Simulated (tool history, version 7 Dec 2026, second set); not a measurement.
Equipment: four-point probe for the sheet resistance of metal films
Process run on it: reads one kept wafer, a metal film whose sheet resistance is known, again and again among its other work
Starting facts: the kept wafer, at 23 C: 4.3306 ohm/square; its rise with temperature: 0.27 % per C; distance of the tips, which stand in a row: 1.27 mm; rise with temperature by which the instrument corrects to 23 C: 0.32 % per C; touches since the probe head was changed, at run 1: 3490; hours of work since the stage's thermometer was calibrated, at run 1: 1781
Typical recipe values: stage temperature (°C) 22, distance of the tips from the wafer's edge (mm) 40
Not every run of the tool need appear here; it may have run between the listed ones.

run	hour	stage temperature (°C)	distance of the tips from the wafer's edge (mm)	touches since the probe head was changed	hours of work since the stage's thermometer was calibrated	sheet resistance as the instrument gives it (ohm/square)
1	0.0	22	40	3490	1781	4.333980
2	14.7	22	40	3670	1789	4.336302
3	24.1	22	40	3785	1794	4.335068
4	40.0	22	40	3979	1803	4.335404
5	54.8	22	40	4160	1812	4.336408
6	70.5	22	40	4352	1820	4.334210
7	86.1	22	40	4543	1829	4.336490
8	98.1	22	40	4690	1836	4.335825
9	113.1	27	40	4872	1844	4.326362
10	121.6	23	40	4977	1849	4.333841
11	135.1	22	3	5141	1857	4.711333
12	147.1	22	3	5288	1863	4.711902
13	159.3	22	17	5438	1870	4.347294
14	168.6	27	6	5552	1876	4.426505
15	179.6	21	9	5686	1882	4.380719
16	191.4	33	12	5830	1888	4.336812
17	206.8	25	4	6019	1897	4.548666
18	219.2	22	31	6170	1904	4.336695
19	232.3	22	31	6330	1911	4.337019
20	242.2	22	31	6452	1917	4.336065
21	250.3	22	31	6551	1921	4.335290
22	263.1	29	6	6707	1929	4.421719
23	275.9	23	66	6863	1936	4.330020
24	285.4	19	8	6979	1941	4.396480
25	296.7	19	8	7118	1947	4.398525

Consider 5 possible next runs. They are alternatives, not a sequence: every one starts from the tool as it was left by run 25. What does each give?
A	303.1	25	7	7196	1951	?
B	303.1	23	44	7196	1951	?
C	303.1	24	37	7196	1951	?
D	303.1	26	8	7196	1951	?
E	303.1	20	19	7196	1951	?

run	sheet resistance as the instrument gives it (ohm/square)
A	4.401389
B	4.335088
C	4.331748
D	4.382209
E	4.347760
Without the tool's unlogged condition, the same runs would have read:
run	sheet resistance as the instrument gives it (ohm/square)
A	4.401087
B	4.334790
C	4.331451
D	4.381909
E	4.347461
